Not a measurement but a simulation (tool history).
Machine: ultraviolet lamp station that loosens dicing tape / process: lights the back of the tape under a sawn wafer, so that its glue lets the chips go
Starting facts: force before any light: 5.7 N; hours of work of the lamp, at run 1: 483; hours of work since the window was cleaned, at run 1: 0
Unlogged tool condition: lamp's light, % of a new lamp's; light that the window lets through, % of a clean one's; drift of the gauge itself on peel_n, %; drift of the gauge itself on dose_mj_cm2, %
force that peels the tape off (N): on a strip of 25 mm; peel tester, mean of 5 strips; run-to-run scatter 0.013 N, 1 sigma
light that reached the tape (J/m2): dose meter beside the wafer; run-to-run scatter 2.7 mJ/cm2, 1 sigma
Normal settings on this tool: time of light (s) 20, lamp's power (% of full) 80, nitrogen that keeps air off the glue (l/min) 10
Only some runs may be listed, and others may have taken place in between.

run	hour	time of light (s)	lamp's power (% of full)	nitrogen that keeps air off the glue (l/min)	hours of work of the lamp	hours of work since the window was cleaned	force that peels the tape off (N)	light that reached the tape (J/m2)
1	0.0	20	80	10	483	0	0.728	3140
2	82.5	20	80	10	520	37	0.728	3130
3	169.4	20	80	10	558	75	0.742	3110
4	258.1	20	80	10	598	115	0.762	3110
5	319.8	20	80	10	625	142	0.792	3030
6	406.3	20	80	10	663	180	0.803	2920
7	474.6	20	80	10	694	211	0.840	2940
8	547.5	14	80	10	726	243	1.468	2000
9	646.1	14	80	10	770	287	1.540	2020
10	735.7	14	80	10	810	326	1.521	1970
11	833.2	12	98	5	853	370	1.840	2070
12	874.3	12	98	5	871	388	1.900	2010
13	917.5	12	91	14	890	407	1.379	1850
14	971.5	21	91	14	914	431	0.575	3230
15	1013.9	17	64	14	933	450	1.473	1870
16	1098.7	40	70	10	971	487	0.367	4620

Run 17, settings as shown, results not yet in. Your forecast:
17	1150.6	40	70	10	994	511	?	?

Run 17 gave force that peels the tape off (N) 0.376, light that reached the tape (J/m2) 4600.
With no hidden state in the tool, this same run would have given force that peels the tape off (N) 0.227, light that reached the tape (J/m2) 6320.
